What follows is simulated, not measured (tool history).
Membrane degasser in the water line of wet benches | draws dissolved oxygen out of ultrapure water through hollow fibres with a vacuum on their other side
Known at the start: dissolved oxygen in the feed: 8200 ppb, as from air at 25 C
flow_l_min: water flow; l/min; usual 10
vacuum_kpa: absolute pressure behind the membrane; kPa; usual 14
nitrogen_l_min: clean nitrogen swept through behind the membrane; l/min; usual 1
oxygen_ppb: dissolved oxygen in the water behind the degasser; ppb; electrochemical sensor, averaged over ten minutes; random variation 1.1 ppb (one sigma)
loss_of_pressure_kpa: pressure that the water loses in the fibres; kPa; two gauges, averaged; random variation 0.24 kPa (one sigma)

run 1 day=0 | flow_l_min=10 vacuum_kpa=14 nitrogen_l_min=1 | oxygen_ppb=267.2 loss_of_pressure_kpa=63.44
run 2 day=2.133 | flow_l_min=10 vacuum_kpa=14 nitrogen_l_min=1 | oxygen_ppb=267.6 loss_of_pressure_kpa=63.22
run 3 day=4.367 | flow_l_min=7 vacuum_kpa=14 nitrogen_l_min=1 | oxygen_ppb=197.4 loss_of_pressure_kpa=44.74
run 4 day=6.608 | flow_l_min=7 vacuum_kpa=14 nitrogen_l_min=1 | oxygen_ppb=195.7 loss_of_pressure_kpa=44.33
run 5 day=9.383 | flow_l_min=10 vacuum_kpa=14 nitrogen_l_min=1 | oxygen_ppb=267.3 loss_of_pressure_kpa=63.39
run 6 day=11.579 | flow_l_min=10 vacuum_kpa=14 nitrogen_l_min=1 | oxygen_ppb=269.1 loss_of_pressure_kpa=63.78
run 7 day=14.321 | flow_l_min=10 vacuum_kpa=14 nitrogen_l_min=1 | oxygen_ppb=268.6 loss_of_pressure_kpa=63.65
run 8 day=16.662 | flow_l_min=11 vacuum_kpa=18.1 nitrogen_l_min=0.49 | oxygen_ppb=714.6 loss_of_pressure_kpa=69.85
run 9 day=18.875 | flow_l_min=10 vacuum_kpa=14 nitrogen_l_min=1 | oxygen_ppb=267.9 loss_of_pressure_kpa=63.73
run 10 day=21.338 | flow_l_min=11 vacuum_kpa=14 nitrogen_l_min=2.54 | oxygen_ppb=126.7 loss_of_pressure_kpa=70.09
run 11 day=24.175 | flow_l_min=8 vacuum_kpa=11.5 nitrogen_l_min=0.47 | oxygen_ppb=331.5 loss_of_pressure_kpa=51.09
run 12 day=26.171 | flow_l_min=8 vacuum_kpa=11.5 nitrogen_l_min=0.47 | oxygen_ppb=332.8 loss_of_pressure_kpa=51.14
run 13 day=28.154 | flow_l_min=8 vacuum_kpa=11.5 nitrogen_l_min=0.47 | oxygen_ppb=332.7 loss_of_pressure_kpa=50.64
run 14 day=30.917 | flow_l_min=8 vacuum_kpa=11.5 nitrogen_l_min=0.47 | oxygen_ppb=332.9 loss_of_pressure_kpa=50.96

5 ways to go on from here, each from the tool as it stands after run 14. What would each give?
run A day=32.325 | flow_l_min=10 vacuum_kpa=20.7 nitrogen_l_min=0.71 | oxygen_ppb=? loss_of_pressure_kpa=?
run B day=32.325 | flow_l_min=8 vacuum_kpa=11.5 nitrogen_l_min=0.45 | oxygen_ppb=? loss_of_pressure_kpa=?
run C day=32.325 | flow_l_min=7 vacuum_kpa=10.3 nitrogen_l_min=2.1 | oxygen_ppb=? loss_of_pressure_kpa=?
run D day=32.325 | flow_l_min=7 vacuum_kpa=13.8 nitrogen_l_min=1.26 | oxygen_ppb=? loss_of_pressure_kpa=?
run E day=32.325 | flow_l_min=10 vacuum_kpa=17.2 nitrogen_l_min=0.8 | oxygen_ppb=? loss_of_pressure_kpa=?

run=A oxygen_ppb=568.9 loss_of_pressure_kpa=63.5
run=B oxygen_ppb=347.1 loss_of_pressure_kpa=51.19
run=C oxygen_ppb=65.4 loss_of_pressure_kpa=44.39
run=D oxygen_ppb=157.9 loss_of_pressure_kpa=44.91
run=E oxygen_ppb=418.1 loss_of_pressure_kpa=63.73
Without the tool's hidden state the same runs would have given:
run=A oxygen_ppb=537.9 loss_of_pressure_kpa=62.88
run=B oxygen_ppb=326 loss_of_pressure_kpa=50.7
run=C oxygen_ppb=58.3 loss_of_pressure_kpa=43.96
run=D oxygen_ppb=142.4 loss_of_pressure_kpa=44.48
run=E oxygen_ppb=393.8 loss_of_pressure_kpa=63.12

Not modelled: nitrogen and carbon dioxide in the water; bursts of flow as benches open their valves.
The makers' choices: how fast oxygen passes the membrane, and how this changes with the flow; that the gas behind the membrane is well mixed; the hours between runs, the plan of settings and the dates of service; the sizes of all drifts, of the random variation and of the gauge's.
